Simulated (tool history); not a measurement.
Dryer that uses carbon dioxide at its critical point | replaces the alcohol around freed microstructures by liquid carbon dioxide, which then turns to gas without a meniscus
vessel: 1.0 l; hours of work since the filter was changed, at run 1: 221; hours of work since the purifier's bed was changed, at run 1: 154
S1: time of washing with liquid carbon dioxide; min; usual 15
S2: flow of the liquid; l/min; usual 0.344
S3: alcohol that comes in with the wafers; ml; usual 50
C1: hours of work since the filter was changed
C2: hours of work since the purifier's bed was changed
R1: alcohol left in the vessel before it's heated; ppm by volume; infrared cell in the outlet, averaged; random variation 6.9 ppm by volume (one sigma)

run 1 hour=0 | S1=15 S2=0.344 S3=50 | C1=221 C2=154 | R1=442
run 2 hour=6.9 | S1=15 S2=0.344 S3=50 | C1=223 C2=156 | R1=455
run 3 hour=16.8 | S1=15 S2=0.344 S3=52 | C1=226 C2=159 | R1=467
run 4 hour=23.5 | S1=18 S2=0.344 S3=50 | C1=228 C2=161 | R1=212
run 5 hour=29.5 | S1=18 S2=0.344 S3=48 | C1=230 C2=163 | R1=197
run 6 hour=37.6 | S1=15 S2=0.344 S3=50 | C1=233 C2=165 | R1=461
run 7 hour=50.8 | S1=15 S2=0.354 S3=50 | C1=237 C2=169 | R1=410
run 8 hour=62.3 | S1=15 S2=0.354 S3=50 | C1=240 C2=173 | R1=426
run 9 hour=74.1 | S1=15 S2=0.354 S3=50 | C1=244 C2=177 | R1=421
run 10 hour=83.5 | S1=15 S2=0.344 S3=55 | C1=247 C2=179 | R1=519
run 11 hour=96 | S1=15 S2=0.344 S3=50 | C1=250 C2=183 | R1=479
run 12 hour=105.7 | S1=15 S2=0.344 S3=65 | C1=253 C2=186 | R1=602
run 13 hour=112.5 | S1=15 S2=0.344 S3=25 | C1=255 C2=188 | R1=254
run 14 hour=120.2 | S1=15 S2=0.344 S3=25 | C1=258 C2=191 | R1=272
run 15 hour=133.9 | S1=15 S2=0.344 S3=25 | C1=262 C2=195 | R1=266
run 16 hour=141.5 | S1=15 S2=0.344 S3=25 | C1=264 C2=197 | R1=273
run 17 hour=155.2 | S1=15 S2=0.504 S3=50 | C1=268 C2=201 | R1=93
run 18 hour=165.8 | S1=15 S2=0.344 S3=21 | C1=272 C2=204 | R1=253
run 19 hour=171.9 | S1=15 S2=0.344 S3=21 | C1=274 C2=206 | R1=240
run 20 hour=185.1 | S1=15 S2=0.344 S3=58 | C1=278 C2=210 | R1=574
run 21 hour=192 | S1=12 S2=0.344 S3=58 | C1=280 C2=212 | R1=1376
run 22 hour=203.1 | S1=12 S2=0.344 S3=58 | C1=283 C2=216 | R1=1380
run 23 hour=213.3 | S1=12 S2=0.344 S3=58 | C1=286 C2=219 | R1=1394
run 24 hour=221.4 | S1=12 S2=0.344 S3=58 | C1=289 C2=221 | R1=1422
run 25 hour=231.4 | S1=12 S2=0.344 S3=58 | C1=292 C2=224 | R1=1404
run 26 hour=240.1 | S1=12 S2=0.344 S3=21 | C1=294 C2=227 | R1=538
run 27 hour=251.8 | S1=12 S2=0.317 S3=37 | C1=298 C2=231 | R1=1257
run 28 hour=265.2 | S1=24 S2=0.295 S3=63 | C1=302 C2=235 | R1=170
-- hour=266.8 inlet filter changed
run 29 hour=273.5 | S1=24 S2=0.295 S3=63 | C1=2 C2=237 | R1=132

Forecast run 30:
run 30 hour=287.2 | S1=10 S2=0.554 S3=22 | C1=6 C2=241 | R1=?

Run 30 gave R1 139 ppm by volume.
Without the tool's hidden state the same run would have given R1 74 ppm by volume.
